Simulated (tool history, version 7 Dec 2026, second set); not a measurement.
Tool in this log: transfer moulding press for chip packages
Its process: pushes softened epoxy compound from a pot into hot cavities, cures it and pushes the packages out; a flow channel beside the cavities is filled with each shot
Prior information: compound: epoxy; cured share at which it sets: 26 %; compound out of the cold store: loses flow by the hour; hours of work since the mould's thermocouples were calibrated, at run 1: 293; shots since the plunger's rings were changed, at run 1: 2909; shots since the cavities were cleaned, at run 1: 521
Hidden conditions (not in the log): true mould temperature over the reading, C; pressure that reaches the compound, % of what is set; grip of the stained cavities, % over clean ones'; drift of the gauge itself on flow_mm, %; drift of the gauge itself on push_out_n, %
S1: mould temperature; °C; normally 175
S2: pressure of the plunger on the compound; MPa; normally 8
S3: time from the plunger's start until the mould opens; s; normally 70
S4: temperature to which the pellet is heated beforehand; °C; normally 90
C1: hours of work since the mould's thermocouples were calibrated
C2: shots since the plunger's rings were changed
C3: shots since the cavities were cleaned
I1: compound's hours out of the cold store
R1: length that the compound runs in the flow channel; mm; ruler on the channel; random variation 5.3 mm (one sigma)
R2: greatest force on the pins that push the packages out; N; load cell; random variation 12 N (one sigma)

| run | hour | S1 | S2 | S3 | S4 | C1 | C2 | C3 | I1 | R1 | R2 |
|---|---|---|---|---|---|---|---|---|---|---|---|
| 1 | 0 | 175 | 8 | 70 | 90 | 293 | 2909 | 521 | 19.5 | 551 | 816 |
|  | 7.5 | cavities cleaned with cleaning compound and waxed |
| 2 | 11.6 | 175 | 8 | 70 | 90 | 299 | 3046 | 56 | 33.8 | 489 | 571 |
| 3 | 25.7 | 175 | 8.12 | 70 | 90 | 307 | 3236 | 246 | 12.4 | 572 | 703 |
| 4 | 34 | 175 | 8.12 | 70 | 90 | 312 | 3349 | 359 | 23.6 | 538 | 755 |
| 5 | 42.1 | 175 | 8.12 | 92 | 90 | 317 | 3458 | 468 | 27.5 | 510 | 505 |
|  | 54.2 | cavities cleaned with cleaning compound and waxed |
| 6 | 54.2 | 175 | 8.12 | 92 | 90 | 323 | 3601 | 0 | 39.4 | 476 | 350 |
| 7 | 63.1 | 175 | 8.12 | 92 | 90 | 329 | 3722 | 121 | 27.6 | 502 | 400 |
| 8 | 77.5 | 175 | 8 | 70 | 94 | 337 | 3917 | 316 | 36.8 | 469 | 700 |
| 9 | 87.5 | 175 | 8 | 70 | 94 | 343 | 4052 | 451 | 29.9 | 491 | 730 |
| 10 | 95.5 | 176 | 8 | 70 | 90 | 348 | 4161 | 560 | 37.7 | 470 | 733 |
|  | 100.8 | cavities cleaned with cleaning compound and waxed |
|  | 106.4 | plunger's sealing rings changed |
| 11 | 111.5 | 176 | 8 | 70 | 90 | 355 | 68 | 110 | 37.7 | 509 | 548 |
| 12 | 124.6 | 176 | 8 | 70 | 90 | 363 | 247 | 289 | 12.9 | 591 | 692 |
| 13 | 132.4 | 175 | 8 | 70 | 90 | 368 | 351 | 393 | 47.8 | 473 | 708 |
| 14 | 140.2 | 175 | 8 | 70 | 90 | 372 | 457 | 499 | 18.2 | 574 | 814 |
| 15 | 147.4 | 175 | 8 | 70 | 90 | 376 | 554 | 596 | 36.5 | 501 | 790 |
|  | 149.7 | cavities cleaned with cleaning compound and waxed |
| 16 | 162.3 | 180 | 7.45 | 64 | 90 | 385 | 736 | 171 | 35.6 | 481 | 555 |
| 17 | 178.8 | 175 | 9.88 | 70 | 84 | 394 | 960 | 395 | 25 | 594 | 784 |
|  | 195.7 | cavities cleaned with cleaning compound and waxed |
| 18 | 196.9 | 170 | 9.23 | 81 | 93 | 404 | 1184 | 17 | 14.2 | 642 | 586 |
| 19 | 208.5 | 182 | 8 | 70 | 86 | 411 | 1341 | 174 | 35.1 | 486 | 461 |
| 20 | 220 | 178 | 7.1 | 73 | 90 | 418 | 1496 | 329 | 31.8 | 468 | 537 |
| 21 | 235.5 | 181 | 7.1 | 73 | 90 | 427 | 1705 | 538 | 21.2 | 506 | 565 |
|  | 241.7 | cavities cleaned with cleaning compound and waxed |
| 22 | 251.8 | 181 | 7.1 | 73 | 90 | 436 | 1906 | 136 | 16.9 | 513 | 436 |
| 23 | 267.5 | 175 | 9.96 | 66 | 90 | 446 | 2119 | 349 | 12.5 | 646 | 937 |
| 24 | 280 | 175 | 9.96 | 66 | 90 | 453 | 2288 | 518 | 42 | 535 | 884 |
|  | 287.4 | cavities cleaned with cleaning compound and waxed |
| 25 | 294.9 | 175 | 9.74 | 51 | 90 | 461 | 2468 | 100 | 18.4 | 602 | 1423 |
| 26 | 306.8 | 175 | 9.74 | 87 | 90 | 468 | 2630 | 262 | 43.8 | 514 | 457 |
| 27 | 319.8 | 169 | 9.74 | 103 | 90 | 476 | 2805 | 437 | 8.5 | 652 | 544 |
| 28 | 330.1 | 169 | 9.74 | 103 | 90 | 482 | 2946 | 578 | 30.8 | 566 | 587 |
|  | 333.9 | cavities cleaned with cleaning compound and waxed |
| 29 | 343 | 169 | 8.21 | 103 | 93 | 489 | 3099 | 122 | 47.6 | 459 | 424 |

Alternative continuations, all from the tool just after run 29; predict every row:
| A | 356.9 | 180 | 8.21 | 57 | 93 | 497 | 3287 | 310 | 18.8 | ? | ? |
| B | 356.9 | 175 | 6.19 | 51 | 95 | 497 | 3287 | 310 | 35.1 | ? | ? |
| C | 356.9 | 169 | 7.99 | 103 | 93 | 497 | 3287 | 310 | 25.9 | ? | ? |

| run | R1 | R2 |
|---|---|---|
| A | 526 | 900 |
| B | 421 | 1550 |
| C | 526 | 514 |
What these runs would have given with no unlogged condition in the tool:
| run | R1 | R2 |
|---|---|---|
| A | 556 | 655 |
| B | 445 | 1140 |
| C | 556 | 380 |
